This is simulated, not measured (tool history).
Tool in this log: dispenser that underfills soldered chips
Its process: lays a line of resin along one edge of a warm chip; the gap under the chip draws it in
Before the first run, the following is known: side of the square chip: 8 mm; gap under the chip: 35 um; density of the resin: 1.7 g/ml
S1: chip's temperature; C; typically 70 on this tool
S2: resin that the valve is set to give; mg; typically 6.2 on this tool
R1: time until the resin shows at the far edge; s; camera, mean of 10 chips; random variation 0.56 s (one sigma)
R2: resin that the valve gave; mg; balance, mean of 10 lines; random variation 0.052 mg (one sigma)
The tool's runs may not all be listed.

{"run": 1, "hour": 0.0, "S1": 70, "S2": 6.2, "R1": 58.8, "R2": 5.71}
{"run": 2, "hour": 10.5, "S1": 73, "S2": 6.2, "R1": 46.6, "R2": 5.78}
{"run": 3, "hour": 21.2, "S1": 70, "S2": 6.2, "R1": 46.9, "R2": 6.18}
{"run": 4, "hour": 28.3, "S1": 64, "S2": 6.2, "R1": 83.4, "R2": 6.09}
{"run": 5, "hour": 37.9, "S1": 64, "S2": 6.2, "R1": 76.2, "R2": 6.18}
{"run": 6, "hour": 48.9, "S1": 63, "S2": 6.2, "R1": 75.4, "R2": 6.1}
{"run": 7, "hour": 60.4, "S1": 63, "S2": 6.2, "R1": 72.9, "R2": 6.12}
{"run": 8, "hour": 67.0, "S1": 63, "S2": 6.2, "R1": 92.6, "R2": 6.04}
{"run": 9, "hour": 75.7, "S1": 70, "S2": 6.01, "R1": 55.8, "R2": 5.88}
{"run": 10, "hour": 87.4, "S1": 70, "S2": 7.25, "R1": 53.2, "R2": 7.06}
{"run": 11, "hour": 92.7, "S1": 70, "S2": 6.32, "R1": 65.5, "R2": 6.17}
{"run": 12, "hour": 102.8, "S1": 70, "S2": 6.32, "R1": 58.7, "R2": 6.18}
{"run": 13, "hour": 111.6, "S1": 70, "S2": 6.32, "R1": 50, "R2": 6.08}
{"run": 14, "hour": 122.7, "S1": 70, "S2": 6.32, "R1": 48.9, "R2": 6.08}
{"run": 15, "hour": 129.7, "S1": 62, "S2": 7.39, "R1": 89.4, "R2": 7.13}
{"run": 16, "hour": 137.8, "S1": 69, "S2": 5.53, "R1": 56.7, "R2": 5.26}
{"run": 17, "hour": 144.7, "S1": 62, "S2": 5.74, "R1": 103.3, "R2": 5.58}
{"run": 18, "hour": 157.3, "S1": 75, "S2": 5.44, "R1": 54.8, "R2": 5.08}
{"run": 19, "hour": 169.9, "S1": 69, "S2": 6.04, "R1": 71.1, "R2": 5.71}
{"run": 20, "hour": 175.6, "S1": 67, "S2": 6.04, "R1": 58.8, "R2": 5.73}
{"run": 21, "hour": 187.2, "S1": 67, "S2": 6.04, "R1": 58.1, "R2": 5.67}
{"run": 22, "hour": 192.6, "S1": 67, "S2": 6.04, "R1": 69, "R2": 5.77}
{"run": 23, "hour": 202.3, "S1": 67, "S2": 6.04, "R1": 59.4, "R2": 5.64}
{"run": 24, "hour": 214.9, "S1": 85, "S2": 6.04, "R1": 25.8, "R2": 5.65}
{"run": 25, "hour": 221.5, "S1": 83, "S2": 6.7, "R1": 34.4, "R2": 6.4}

Between the runs listed above, the log contained 18 entries, not reproduced here. Where in the sequence does each belong, and how does what the log doesn't record of the tool's condition differ from the listed run before to the listed run after?
Between runs 1 and 2: new syringe of resin (hour 6.4)
  resin's viscosity, % of fresh resin's: 125.5 -> 116.9; dose that the valve gives, % of what is set: 92.27 -> 91.87; true chip temperature over the reading, C: 0.47 -> 0.5
  measured less the result without the state, R1: +11.3 -> +6.2 s; R2: -0.48 -> -0.5 mg
Between runs 2 and 3: dispensing valve cleaned and set on the balance (hour 15); new syringe of resin (hour 20)
  resin's viscosity, % of fresh resin's: 116.9 -> 103.8; dose that the valve gives, % of what is set: 91.87 -> 99.84; true chip temperature over the reading, C: 0.5 -> 0.54
  measured less the result without the state, R1: +6.2 -> +0.5 s; R2: -0.5 -> -0.01 mg
Between runs 4 and 5: new syringe of resin (hour 32.5)
  resin's viscosity, % of fresh resin's: 135.3 -> 124.9; dose that the valve gives, % of what is set: 99.59 -> 99.29; true chip temperature over the reading, C: 0.57 -> 0.6
  measured less the result without the state, R1: +19.9 -> +13.4 s; R2: -0.02 -> -0.05 mg
Between runs 5 and 6: new syringe of resin (hour 44.9)
  resin's viscosity, % of fresh resin's: 124.9 -> 116.1; dose that the valve gives, % of what is set: 99.29 -> 98.89; true chip temperature over the reading, C: 0.6 -> 0.64
  measured less the result without the state, R1: +13.4 -> +8.4 s; R2: -0.05 -> -0.06 mg
Between runs 6 and 7: new syringe of resin (hour 57.2)
  resin's viscosity, % of fresh resin's: 116.1 -> 111.5; dose that the valve gives, % of what is set: 98.89 -> 98.49; true chip temperature over the reading, C: 0.64 -> 0.68
  measured less the result without the state, R1: +8.4 -> +5.4 s; R2: -0.06 -> -0.09 mg
Between runs 8 and 9: new syringe of resin (hour 70.1)
  resin's viscosity, % of fresh resin's: 142.8 -> 123.6; dose that the valve gives, % of what is set: 98.25 -> 97.94; true chip temperature over the reading, C: 0.7 -> 0.73
  measured less the result without the state, R1: +25.5 -> +9.2 s; R2: -0.11 -> -0.12 mg
Between runs 9 and 10: new syringe of resin (hour 83)
  resin's viscosity, % of fresh resin's: 123.6 -> 117.9; dose that the valve gives, % of what is set: 97.94 -> 97.51; true chip temperature over the reading, C: 0.73 -> 0.78
  measured less the result without the state, R1: +9.2 -> +6.4 s; R2: -0.12 -> -0.18 mg
Between runs 11 and 12: new syringe of resin (hour 95.4)
  resin's viscosity, % of fresh resin's: 143.5 -> 131.1; dose that the valve gives, % of what is set: 97.31 -> 96.96; true chip temperature over the reading, C: 0.8 -> 0.83
  measured less the result without the state, R1: +18.2 -> +12.2 s; R2: -0.17 -> -0.2 mg
Between runs 12 and 13: new syringe of resin (hour 108.6)
  resin's viscosity, % of fresh resin's: 131.1 -> 112.1; dose that the valve gives, % of what is set: 96.96 -> 96.67; true chip temperature over the reading, C: 0.83 -> 0.86
  measured less the result without the state, R1: +12.2 -> +3.7 s; R2: -0.2 -> -0.22 mg
Between runs 13 and 14: new syringe of resin (hour 121.3)
  resin's viscosity, % of fresh resin's: 112.1 -> 106.7; dose that the valve gives, % of what is set: 96.67 -> 96.29; true chip temperature over the reading, C: 0.86 -> 0.9
  measured less the result without the state, R1: +3.7 -> +1.2 s; R2: -0.22 -> -0.23 mg
Between runs 15 and 16: new syringe of resin (hour 133.8)
  resin's viscosity, % of fresh resin's: 138 -> 117.5; dose that the valve gives, % of what is set: 96.07 -> 95.81; true chip temperature over the reading, C: 0.93 -> 0.96
  measured less the result without the state, R1: +21.5 -> +6.6 s; R2: -0.29 -> -0.23 mg
Between runs 17 and 18: new syringe of resin (hour 146.9)
  resin's viscosity, % of fresh resin's: 151.5 -> 147.7; dose that the valve gives, % of what is set: 95.56 -> 95.13; true chip temperature over the reading, C: 0.98 -> 1.03
  measured less the result without the state, R1: +32.1 -> +16 s; R2: -0.25 -> -0.27 mg
Between runs 18 and 19: new syringe of resin (hour 159.2)
  resin's viscosity, % of fresh resin's: 147.7 -> 148; dose that the valve gives, % of what is set: 95.13 -> 94.71; true chip temperature over the reading, C: 1.03 -> 1.07
  measured less the result without the state, R1: +16 -> +21 s; R2: -0.27 -> -0.32 mg
Between runs 19 and 20: new syringe of resin (hour 172.4)
  resin's viscosity, % of fresh resin's: 148 -> 113.2; dose that the valve gives, % of what is set: 94.71 -> 94.48; true chip temperature over the reading, C: 1.07 -> 1.09
  measured less the result without the state, R1: +21 -> +4.4 s; R2: -0.32 -> -0.34 mg
Between runs 20 and 21: new syringe of resin (hour 185.3)
  resin's viscosity, % of fresh resin's: 113.2 -> 109.9; dose that the valve gives, % of what is set: 94.48 -> 94.04; true chip temperature over the reading, C: 1.09 -> 1.13
  measured less the result without the state, R1: +4.4 -> +2.6 s; R2: -0.34 -> -0.36 mg
Between runs 22 and 23: new syringe of resin (hour 198.5)
  resin's viscosity, % of fresh resin's: 134 -> 113.7; dose that the valve gives, % of what is set: 93.87 -> 93.54; true chip temperature over the reading, C: 1.15 -> 1.18
  measured less the result without the state, R1: +14.9 -> +4.5 s; R2: -0.38 -> -0.39 mg
Between runs 23 and 24: new syringe of resin (hour 211.8)
  resin's viscosity, % of fresh resin's: 113.7 -> 114; dose that the valve gives, % of what is set: 93.54 -> 93.1; true chip temperature over the reading, C: 1.18 -> 1.23
  measured less the result without the state, R1: +4.5 -> +2.1 s; R2: -0.39 -> -0.42 mg

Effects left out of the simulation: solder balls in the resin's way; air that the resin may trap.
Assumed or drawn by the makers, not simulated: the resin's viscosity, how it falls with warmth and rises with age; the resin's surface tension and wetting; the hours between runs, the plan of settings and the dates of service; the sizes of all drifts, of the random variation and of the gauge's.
